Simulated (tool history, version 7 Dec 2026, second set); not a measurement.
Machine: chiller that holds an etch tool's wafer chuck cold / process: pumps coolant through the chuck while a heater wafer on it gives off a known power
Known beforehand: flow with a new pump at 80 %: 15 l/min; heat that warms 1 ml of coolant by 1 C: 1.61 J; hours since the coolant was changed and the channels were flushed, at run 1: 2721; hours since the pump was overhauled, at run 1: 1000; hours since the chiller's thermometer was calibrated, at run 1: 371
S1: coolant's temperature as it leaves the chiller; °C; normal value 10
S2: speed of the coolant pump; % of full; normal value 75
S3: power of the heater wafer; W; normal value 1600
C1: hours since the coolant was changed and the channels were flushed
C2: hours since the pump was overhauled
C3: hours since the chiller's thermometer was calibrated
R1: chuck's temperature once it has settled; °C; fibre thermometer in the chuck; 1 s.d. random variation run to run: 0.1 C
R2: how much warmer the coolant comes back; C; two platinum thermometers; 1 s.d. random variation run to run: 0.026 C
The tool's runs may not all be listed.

run 1 hour=0 | S1=10 S2=75 S3=1600 | C1=2721 C2=1000 C3=371 | R1=23.3 R2=4.28
run 2 hour=68.3 | S1=10 S2=75 S3=1600 | C1=2789 C2=1068 C3=439 | R1=23.4 R2=4.34
run 3 hour=121.8 | S1=10 S2=75 S3=1600 | C1=2843 C2=1122 C3=493 | R1=23.5 R2=4.31
run 4 hour=181.6 | S1=10 S2=75 S3=1600 | C1=2902 C2=1182 C3=553 | R1=23.5 R2=4.27
run 5 hour=229.5 | S1=10 S2=75 S3=1600 | C1=2950 C2=1229 C3=601 | R1=23.6 R2=4.29
run 6 hour=280.8 | S1=10 S2=75 S3=1600 | C1=3002 C2=1281 C3=652 | R1=23.6 R2=4.35
run 7 hour=336.3 | S1=10 S2=75 S3=1600 | C1=3057 C2=1336 C3=707 | R1=23.5 R2=4.31
run 8 hour=383.2 | S1=10 S2=75 S3=1600 | C1=3104 C2=1383 C3=754 | R1=23.6 R2=4.35
run 9 hour=418.5 | S1=10 S2=75 S3=1600 | C1=3139 C2=1418 C3=790 | R1=23.8 R2=4.32
-- hour=427.5 coolant pump overhauled
run 10 hour=496 | S1=10 S2=75 S3=1600 | C1=3212 C2=69 C3=862 | R1=23.7 R2=4.4
run 11 hour=575.9 | S1=10 S2=67 S3=1600 | C1=3292 C2=148 C3=942 | R1=25.2 R2=4.89
run 12 hour=634.5 | S1=10 S2=67 S3=1600 | C1=3350 C2=207 C3=1001 | R1=25.1 R2=4.88
run 13 hour=705.4 | S1=10 S2=87 S3=1600 | C1=3421 C2=278 C3=1071 | R1=22.2 R2=3.72
run 14 hour=767.5 | S1=10 S2=75 S3=970 | C1=3483 C2=340 C3=1134 | R1=18.5 R2=2.6
-- hour=822.7 coolant pump overhauled, once more
run 15 hour=828.4 | S1=10 S2=75 S3=970 | C1=3539 C2=6 C3=1189 | R1=18.4 R2=2.6
run 16 hour=899.3 | S1=12 S2=75 S3=970 | C1=3610 C2=77 C3=1260 | R1=20.3 R2=2.58
run 17 hour=953.2 | S1=12 S2=75 S3=970 | C1=3664 C2=130 C3=1314 | R1=20.5 R2=2.56
run 18 hour=1008.7 | S1=12 S2=75 S3=970 | C1=3720 C2=186 C3=1370 | R1=20.4 R2=2.62
run 19 hour=1071.7 | S1=13 S2=85 S3=957 | C1=3783 C2=249 C3=1433 | R1=20.6 R2=2.28
run 20 hour=1141.3 | S1=13 S2=85 S3=957 | C1=3852 C2=319 C3=1502 | R1=20.7 R2=2.2
-- hour=1192.8 coolant changed, channels flushed
run 21 hour=1193.3 | S1=18 S2=69 S3=930 | C1=1 C2=365 C3=1548 | R1=26.3 R2=2.7
run 22 hour=1244.1 | S1=18 S2=93 S3=930 | C1=51 C2=415 C3=1599 | R1=24.5 R2=2
run 23 hour=1285.5 | S1=13 S2=93 S3=930 | C1=93 C2=457 C3=1641 | R1=19.6 R2=1.95
run 24 hour=1330.9 | S1=6 S2=81 S3=1308 | C1=138 C2=502 C3=1686 | R1=15.9 R2=3.23
run 25 hour=1401.5 | S1=6 S2=81 S3=1308 | C1=209 C2=573 C3=1757 | R1=16.1 R2=3.21
run 26 hour=1455.1 | S1=10 S2=88 S3=1600 | C1=262 C2=626 C3=1810 | R1=21.5 R2=3.62
run 27 hour=1522.5 | S1=6 S2=82 S3=1457 | C1=330 C2=694 C3=1878 | R1=17.4 R2=3.6
run 28 hour=1584.1 | S1=6 S2=77 S3=1457 | C1=391 C2=755 C3=1939 | R1=17.9 R2=3.79
run 29 hour=1654.5 | S1=10 S2=97 S3=907 | C1=462 C2=826 C3=2010 | R1=16.4 R2=1.84
run 30 hour=1706.6 | S1=16 S2=75 S3=1163 | C1=514 C2=878 C3=2062 | R1=25.9 R2=3.11
run 31 hour=1758.2 | S1=16 S2=73 S3=1009 | C1=565 C2=930 C3=2113 | R1=24.7 R2=2.83

Below, each run's measurement less what the same run would have read without the hidden state. Both values contain the same run-to-run variation, but the gauge's scatter may not be the same in both:
The tool's hidden condition here consists of: heat passed by the chuck's channels, % of clean ones'; flow at a given pump speed, % of a new pump's; coolant's true temperature over the reading, C; drift of the gauge itself on chuck_c, C; drift of the gauge itself on warmer_back_c, C.
run=1 R1=+0.9 R2=+0.04
run=2 R1=+0.9 R2=+0.05
run=3 R1=+0.9 R2=+0.05
run=4 R1=+1 R2=+0.05
run=5 R1=+1 R2=+0.06
run=6 R1=+1 R2=+0.06
run=7 R1=+1.1 R2=+0.06
run=8 R1=+1.1 R2=+0.06
run=9 R1=+1.2 R2=+0.07
run=10 R1=+1.2 R2=+0.09
run=11 R1=+1.4 R2=+0.11
run=12 R1=+1.4 R2=+0.11
run=13 R1=+1.3 R2=+0.09
run=14 R1=+1 R2=+0.07
run=15 R1=+0.9 R2=+0
run=16 R1=+0.9 R2=+0
run=17 R1=+0.9 R2=+0
run=18 R1=+1 R2=+0
run=19 R1=+0.9 R2=+0.01
run=20 R1=+0.9 R2=+0.01
run=21 R1=+0.5 R2=+0.01
run=22 R1=+0.4 R2=+0.01
run=23 R1=+0.5 R2=+0.01
run=24 R1=+0.6 R2=+0.02
run=25 R1=+0.6 R2=+0.03
run=26 R1=+0.7 R2=+0.03
run=27 R1=+0.6 R2=+0.03
run=28 R1=+0.7 R2=+0.03
run=29 R1=+0.6 R2=+0.02
run=30 R1=+0.8 R2=+0.04
run=31 R1=+0.7 R2=+0.04

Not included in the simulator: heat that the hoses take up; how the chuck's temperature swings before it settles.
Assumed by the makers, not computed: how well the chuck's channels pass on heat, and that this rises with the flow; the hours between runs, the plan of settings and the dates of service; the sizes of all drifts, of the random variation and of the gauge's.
